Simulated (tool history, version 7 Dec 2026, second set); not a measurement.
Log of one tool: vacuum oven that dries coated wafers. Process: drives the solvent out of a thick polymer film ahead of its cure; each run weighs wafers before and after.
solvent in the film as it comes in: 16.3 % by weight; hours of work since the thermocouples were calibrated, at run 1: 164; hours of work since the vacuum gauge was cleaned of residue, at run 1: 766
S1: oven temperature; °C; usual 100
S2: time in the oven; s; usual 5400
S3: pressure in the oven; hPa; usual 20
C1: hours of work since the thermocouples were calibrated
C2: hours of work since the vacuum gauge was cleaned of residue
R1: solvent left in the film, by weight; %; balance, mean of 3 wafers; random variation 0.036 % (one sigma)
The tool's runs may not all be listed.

Run 1, hour 0: usual settings; C1 164; C2 766. Result: R1 2.16 %.
Run 2, hour 21.4: usual settings; C1 175; C2 778. Result: R1 2.16 %.
Run 3, hour 56.3: usual settings but S3 10 hPa; C1 194; C2 797. Result: R1 1.85 %.
Run 4, hour 84.8: usual settings but S3 10 hPa; C1 210; C2 812. Result: R1 1.83 %.
Run 5, hour 114.8: usual settings but S2 4920 s; C1 226; C2 829. Result: R1 2.48 %.
Run 6, hour 137.5: usual settings but S1 86 °C, S2 3180 s, S3 52.9 hPa; C1 238; C2 841. Result: R1 8.84 %.
Run 7, hour 171.8: usual settings but S1 86 °C, S2 3180 s, S3 52.9 hPa; C1 257; C2 860. Result: R1 8.98 %.
At hour 177.2: oven's thermocouples calibrated.
Run 8, hour 216.2: usual settings but S1 114 °C, S2 3180 s, S3 52.9 hPa; C1 21; C2 883. Result: R1 2.45 %.
Run 9, hour 259.5: usual settings but S1 106 °C; C1 45; C2 906. Result: R1 1.4 %.
Run 10, hour 282.2: usual settings but S1 88 °C, S2 3960 s, S3 26.8 hPa; C1 57; C2 918. Result: R1 6.45 %.

Forecast each of these 3 alternatives for the next run:
Run A, hour 301.1: usual settings but S1 87 °C, S3 49 hPa; C1 67; C2 929. Result: R1 ?.
Run B, hour 301.1: usual settings but S2 7080 s, S3 13.9 hPa; C1 67; C2 929. Result: R1 ?.
Run C, hour 301.1: usual settings but S1 96 °C, S2 5340 s, S3 10.7 hPa; C1 67; C2 929. Result: R1 ?.

run    R1
  A  6.58
  B  1.35
  C   2.7
Without the tool's hidden state the same runs would have given:
run    R1
  A  6.09
  B  1.11
  C  2.35
